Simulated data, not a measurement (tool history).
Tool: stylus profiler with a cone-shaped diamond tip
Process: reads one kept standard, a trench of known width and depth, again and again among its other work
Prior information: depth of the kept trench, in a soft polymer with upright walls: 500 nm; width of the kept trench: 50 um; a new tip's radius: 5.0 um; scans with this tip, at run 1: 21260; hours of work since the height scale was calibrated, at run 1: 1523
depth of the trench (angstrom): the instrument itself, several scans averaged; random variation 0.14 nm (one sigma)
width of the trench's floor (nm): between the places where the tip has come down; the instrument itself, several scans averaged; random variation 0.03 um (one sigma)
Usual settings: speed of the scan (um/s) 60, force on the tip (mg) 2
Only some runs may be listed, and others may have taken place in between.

run     day  speed of the scan (um/s)  force on the tip (mg)  scans with this tip  hours of work since the height scale was calibrated  depth of the trench (angstrom)  width of the trench's floor (nm)
  1       0                        60                      2                21260                                                 1523                          5075.4                             42070
  2   0.975                        60                      2                21398                                                 1533                          5076.8                             42090
  3   2.104                        60                      2                21558                                                 1544                          5073.9                             42020
  4    2.85                        60                      2                21663                                                 1552                          5076.2                             41990
  5   3.875                       184                      2                21808                                                 1562                          5077.7                             41640
  6    4.95                       184                      2                21961                                                 1573                          5077.4                             41650
  7   5.742                        60                      2                22072                                                 1581                          5079.7                             41980
  8     6.3                        60                      2                22152                                                 1587                          5077.4                             41940
  9   6.946                        60                      2                22243                                                 1593                          5078.5                             42000
 10   7.762                        60                      2                22358                                                 1602                          5076.2                             41950
      8.462  -- new tip fitted, height scale calibrated
 11   8.492                        60                   0.67                    4                                                    0                          5012.7                             45280
 12   9.638                        60                   0.76                  166                                                   12                          5019.2                             45240
 13  10.883                        60                      2                  343                                                   25                          5035.3                             45330
 14  11.592                        60                      2                  442                                                   32                          5034.9                             45320
 15  12.425                        29                   2.99                  560                                                   40                          5046.9                             45380
 16    13.7                        29                   2.99                  741                                                   53                          5047.5                             45360
 17  14.342                       125                      2                  831                                                   60                          5036.4                             45050
     14.479  -- height scale calibrated on a step standard
 18  15.121                       125                      2                  939                                                    7                          5038.3                             45060
 19  16.125                        60                   1.65                 1081                                                   17                          5033.1                             45140
 20  17.088                       166                   2.87                 1217                                                   26                          5048.3                             44960
 21  18.092                       152                   1.09                 1359                                                   37                          5026.6                             44770
 22  19.012                        43                   0.91                 1489                                                   46                          5023.2                             45120
     19.629  -- height scale calibrated on a step standard, once more
 23  20.112                        43                   0.91                 1642                                                    5                          5021.5                             45080
 24  20.692                       190                   0.76                 1724                                                   11                          5020.6                             44340
 25  21.758                        76                   0.72                 1875                                                   22                          5017.6                             44810
 26  22.821                       174                   0.69                 2025                                                   32                          5021.3                             44340
 27  23.796                       233                   3.52                 2164                                                   42                          5053.8                             44670
 28  24.604                       233                   3.52                 2278                                                   50                          5054.5                             44580

How the hidden state differs across the entries between the runs, from the last listed run before each to the first after it:
After run 10, before run 11: new tip fitted, height scale calibrated (day 8.462)
  radius of the tip, um: 15.86 -> 5.14; height scale over the true one, %: 0.823 -> -0.026
  the result without the hidden state subtracted from the measured one, depth of the trench (angstrom): +41.4 -> -1.3; width of the trench's floor (nm): -3540 -> -60
After run 17, before run 18: height scale calibrated on a step standard (day 14.479)
  radius of the tip, um: 5.54 -> 5.59; height scale over the true one, %: 0.005 -> 0.011
  the result without the hidden state subtracted from the measured one, depth of the trench (angstrom): +0.2 -> +0.5; width of the trench's floor (nm): -240 -> -270
After run 22, before run 23: height scale calibrated on a step standard, once more (day 19.629)
  radius of the tip, um: 5.86 -> 5.93; height scale over the true one, %: 0.031 -> 0.001
  the result without the hidden state subtracted from the measured one, depth of the trench (angstrom): +1.5 -> +0; width of the trench's floor (nm): -380 -> -410

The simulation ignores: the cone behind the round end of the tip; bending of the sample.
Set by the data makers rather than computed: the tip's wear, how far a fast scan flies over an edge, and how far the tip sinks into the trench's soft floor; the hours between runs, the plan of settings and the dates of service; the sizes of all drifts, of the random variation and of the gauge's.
